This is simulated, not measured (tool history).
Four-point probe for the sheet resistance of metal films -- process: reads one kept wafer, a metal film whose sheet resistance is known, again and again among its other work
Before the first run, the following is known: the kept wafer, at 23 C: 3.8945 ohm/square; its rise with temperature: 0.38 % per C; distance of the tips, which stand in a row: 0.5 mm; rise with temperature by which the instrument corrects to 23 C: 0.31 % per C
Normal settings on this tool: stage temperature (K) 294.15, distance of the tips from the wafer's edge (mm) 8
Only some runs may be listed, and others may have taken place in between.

run    hour  stage temperature (K)  distance of the tips from the wafer's edge (mm)  sheet resistance as the instrument gives it (ohm/square)
  1     0.0                 294.15                                                8                                                  3.866232
  2    22.4                 294.15                                                8                                                  3.866348
  3    44.2                 294.15                                                8                                                  3.866348
  4    83.9                 294.15                                                8                                                  3.866182
  5   121.4                 294.15                                                8                                                  3.865054
  6   143.7                 294.15                                                8                                                  3.864814
  7   172.3                 294.15                                                8                                                  3.865714
  8   192.8                 292.15                                                8                                                  3.858121
      209.9  -- stage's thermometer calibrated
  9   237.9                 292.15                                                8                                                  3.861488
 10   277.2                 294.15                                               61                                                  3.858663
 11   304.6                 294.15                                               61                                                  3.857734
 12   323.1                 294.15                                               61                                                  3.858546
 13   343.7                 294.15                                                8                                                  3.866201
 14   388.1                 294.15                                                7                                                  3.868243
 15   430.1                 294.15                                                8                                                  3.865907
 16   471.1                 294.15                                                8                                                  3.865553
 17   490.0                 294.15                                                8                                                  3.864401
 18   516.0                 293.15                                                8                                                  3.862455
 19   555.9                 293.15                                                8                                                  3.861533
 20   592.9                 293.15                                                8                                                  3.860228
 21   637.8                 293.15                                                8                                                  3.861500
 22   667.2                 293.15                                                8                                                  3.862012
 23   710.7                 292.15                                               27                                                  3.849945
 24   740.4                 295.15                                                3                                                  3.913592
 25   761.9                 297.15                                               18                                                  3.865285
 26   798.6                 297.15                                               18                                                  3.865308
 27   822.7                 300.15                                               18                                                  3.874543
 28   855.5                 294.15                                               21                                                  3.856533
 29   878.3                 300.15                                               51                                                  3.872481
 30   911.3                 298.15                                               56                                                  3.867261
 31   941.6                 298.15                                               12                                                  3.869718
 32   976.6                 298.15                                               12                                                  3.869280
 33  1014.6                 298.15                                               12                                                  3.870028
 34  1039.7                 298.15                                               12                                                  3.869391
 35  1081.9                 306.15                                               17                                                  3.890876
 36  1111.3                 306.15                                               12                                                  3.892233
 37  1153.7                 298.15                                               19                                                  3.866798
 38  1181.0                 301.15                                                7                                                  3.884407
 39  1206.2                 296.15                                               10                                                  3.864194
 40  1236.4                 296.15                                               10                                                  3.865081
 41  1264.2                 297.15                                               30                                                  3.859883
 42  1307.1                 303.15                                               73                                                  3.880034
 43  1327.9                 294.15                                                3                                                  3.909402
 44  1349.9                 296.15                                               19                                                  3.859731

4 ways to go on from here, each from the tool as it stands after run 44. What would each give?
  A  1389.2                 303.15                                               56                                                         ?
  B  1389.2                 294.15                                                7                                                         ?
  C  1389.2                 298.15                                                8                                                         ?
  D  1389.2                 292.15                                               19                                                         ?

run  sheet resistance as the instrument gives it (ohm/square)
  A                                                  3.878720
  B                                                  3.862133
  C                                                  3.872118
  D                                                  3.846744
Without the tool's unlogged condition, the same runs would have read:
run  sheet resistance as the instrument gives it (ohm/square)
  A                                                  3.915927
  B                                                  3.899259
  C                                                  3.909303
  D                                                  3.883748

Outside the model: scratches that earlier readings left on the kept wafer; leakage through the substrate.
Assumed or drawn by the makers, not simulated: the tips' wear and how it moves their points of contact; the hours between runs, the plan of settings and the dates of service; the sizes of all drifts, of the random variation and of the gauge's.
